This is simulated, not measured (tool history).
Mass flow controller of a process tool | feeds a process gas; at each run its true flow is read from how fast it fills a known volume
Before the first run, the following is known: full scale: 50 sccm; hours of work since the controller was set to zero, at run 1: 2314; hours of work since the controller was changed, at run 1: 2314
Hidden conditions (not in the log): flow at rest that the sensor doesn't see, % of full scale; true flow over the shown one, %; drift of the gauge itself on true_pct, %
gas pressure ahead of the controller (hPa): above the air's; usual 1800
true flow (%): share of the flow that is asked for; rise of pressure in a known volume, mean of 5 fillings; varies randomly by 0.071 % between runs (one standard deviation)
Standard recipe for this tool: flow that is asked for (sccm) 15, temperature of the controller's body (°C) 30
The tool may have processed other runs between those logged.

run,hour,flow that is asked for (sccm),gas pressure ahead of the controller (hPa),temperature of the controller's body (°C),hours of work since the controller was set to zero,hours of work since the controller was changed,true flow (%)
1,0.0,15,1800,30,2314,2314,102.96
2,71.1,15,1800,30,2367,2367,102.95
3,155.1,15,1800,30,2429,2429,103.09
4,225.8,15,2500,30,2482,2482,102.94
5,306.5,15,2500,30,2542,2542,103.04
6,362.5,15,2500,30,2583,2583,103.15
7,446.3,15,1800,32,2646,2646,103.52
8,515.4,15,1800,32,2697,2697,103.48
9,561.9,15,1800,30,2731,2731,103.53
10,664.4,15,1800,30,2808,2808,103.64
11,710.9,15,1800,30,2842,2842,103.56
12,753.9,15,1800,31,2874,2874,103.71
13,824.6,15,2290,30,2927,2927,103.75
14,894.5,11,1800,30,2979,2979,104.59
15,997.8,15,1800,30,3055,3055,103.87
16,1057.6,15,1800,30,3100,3100,104.01
17,1115.6,15,1800,30,3143,3143,104.05
18,1213.7,15,1800,30,3216,3216,103.96
19,1267.8,15,1800,30,3256,3256,104.15
20,1339.6,30,1800,30,3309,3309,103.19
21,1414.2,30,1800,30,3365,3365,103.23
22,1502.1,30,1800,30,3430,3430,103.33
23,1551.0,30,2270,30,3466,3466,103.09
24,1613.4,15,1800,30,3513,3513,104.49
25,1707.5,15,1800,30,3582,3582,104.67
26,1810.2,15,1800,30,3659,3659,104.80
27,1902.7,21,2280,28,3727,3727,103.78
28,1957.9,21,2280,28,3768,3768,103.78
29,2041.2,21,2370,27,3830,3830,103.83
30,2095.8,6,1630,24,3871,3871,109.64
31,2197.9,39,2590,27,3947,3947,103.04
32,2295.7,24,2590,33,4019,4019,103.90
33,2338.9,24,2590,33,4051,4051,103.95
34,2437.4,24,2590,33,4125,4125,104.15
35,2499.2,25,2040,27,4170,4170,104.02
36,2572.6,21,2780,24,4225,4225,104.05
37,2615.3,14,1800,21,4257,4257,105.45
38,2678.3,14,1800,21,4304,4304,105.48
39,2722.3,24,2460,38,4336,4336,104.64
40,2825.8,38,1680,38,4413,4413,104.26
41,2887.9,15,1800,27,4459,4459,105.73
42,2966.5,23,1800,24,4518,4518,104.52
43,3055.8,23,1800,24,4584,4584,104.48
44,3149.0,40,1860,34,4653,4653,104.19
45,3203.9,9,2200,27,4694,4694,108.46
46,3260.2,9,2200,27,4736,4736,108.50
47,3355.2,21,1710,37,4806,4806,105.49
48,3415.2,18,2360,37,4851,4851,105.89

The same runs without the tool's hidden state, with the same run-to-run variation:
run,true flow (%)
1,99.51
2,99.42
3,99.48
4,99.26
5,99.29
6,99.34
7,99.63
8,99.52
9,99.52
10,99.53
11,99.40
12,99.52
13,99.48
14,99.29
15,99.44
16,99.52
17,99.51
18,99.32
19,99.46
20,99.89
21,99.88
22,99.92
23,99.64
24,99.46
25,99.53
26,99.56
27,99.39
28,99.34
29,99.33
30,99.06
31,99.54
32,99.50
33,99.52
34,99.64
35,99.55
36,99.11
37,99.16
38,99.12
39,99.92
40,100.34
41,99.43
42,99.50
43,99.40
44,100.15
45,99.16
46,99.12
47,99.92
48,99.78

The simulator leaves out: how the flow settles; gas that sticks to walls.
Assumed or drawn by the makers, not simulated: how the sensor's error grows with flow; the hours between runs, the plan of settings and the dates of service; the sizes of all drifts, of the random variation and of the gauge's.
